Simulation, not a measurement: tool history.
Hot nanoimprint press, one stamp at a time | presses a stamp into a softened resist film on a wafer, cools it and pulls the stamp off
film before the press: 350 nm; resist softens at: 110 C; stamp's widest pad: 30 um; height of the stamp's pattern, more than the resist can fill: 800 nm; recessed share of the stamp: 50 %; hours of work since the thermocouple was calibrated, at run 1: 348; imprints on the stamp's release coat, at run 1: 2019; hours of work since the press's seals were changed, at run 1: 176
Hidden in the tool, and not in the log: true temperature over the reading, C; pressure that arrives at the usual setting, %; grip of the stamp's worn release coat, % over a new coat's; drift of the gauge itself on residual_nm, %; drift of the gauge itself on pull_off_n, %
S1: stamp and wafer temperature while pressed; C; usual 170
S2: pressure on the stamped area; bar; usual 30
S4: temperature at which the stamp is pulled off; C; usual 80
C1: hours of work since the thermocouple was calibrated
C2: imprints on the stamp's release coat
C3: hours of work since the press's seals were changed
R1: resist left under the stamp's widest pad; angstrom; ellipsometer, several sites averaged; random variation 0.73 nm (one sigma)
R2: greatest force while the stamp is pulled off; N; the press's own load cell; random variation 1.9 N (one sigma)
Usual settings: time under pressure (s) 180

Run 1, hour 0: usual settings; C1 348; C2 2019; C3 176. Result: R1 1687 angstrom, R2 137 N.
Run 2, hour 67.5: usual settings; C1 400; C2 2275; C3 228. Result: R1 1667 angstrom, R2 133 N.
At hour 100.2: plate thermocouple calibrated.
At hour 106.2: stamp cleaned and given a new release coat.
Run 3, hour 162.1: usual settings but S2 40.8 bar; C1 43; C2 212; C3 294. Result: R1 1385 angstrom, R2 107 N.
Run 4, hour 201: usual settings but S2 40.8 bar; C1 73; C2 360; C3 324. Result: R1 1363 angstrom, R2 112 N.
Run 5, hour 238.9: usual settings but S2 40.8 bar; C1 102; C2 503; C3 353. Result: R1 1370 angstrom, R2 111 N.
At hour 263.4: plate thermocouple calibrated, once more.
Run 6, hour 327.7: usual settings but S2 40.8 bar; C1 49; C2 828; C3 419. Result: R1 1572 angstrom, R2 120 N.
Run 7, hour 375.7: usual settings but S2 40.8 bar; C1 86; C2 1010; C3 455. Result: R1 1560 angstrom, R2 126 N.
Run 8, hour 451.2: usual settings but S2 40.8 bar; C1 144; C2 1296; C3 513. Result: R1 1557 angstrom, R2 128 N.
Run 9, hour 537.3: usual settings but S4 70 C; C1 210; C2 1622; C3 579. Result: R1 1754 angstrom, R2 162 N.
Run 10, hour 580: usual settings but S1 166 C, S4 74 C; C1 243; C2 1784; C3 612. Result: R1 2161 angstrom, R2 158 N.

Forecast run 11:
Run 11, hour 641.5: usual settings but S2 46.9 bar, time under pressure (s) 160; C1 290; C2 2017; C3 659. Result: R1 ?, R2 ?.

R1: 1496 angstrom
R2: 135 N
Without the tool's hidden state the same run would have given R1 1528 angstrom, R2 112 N.
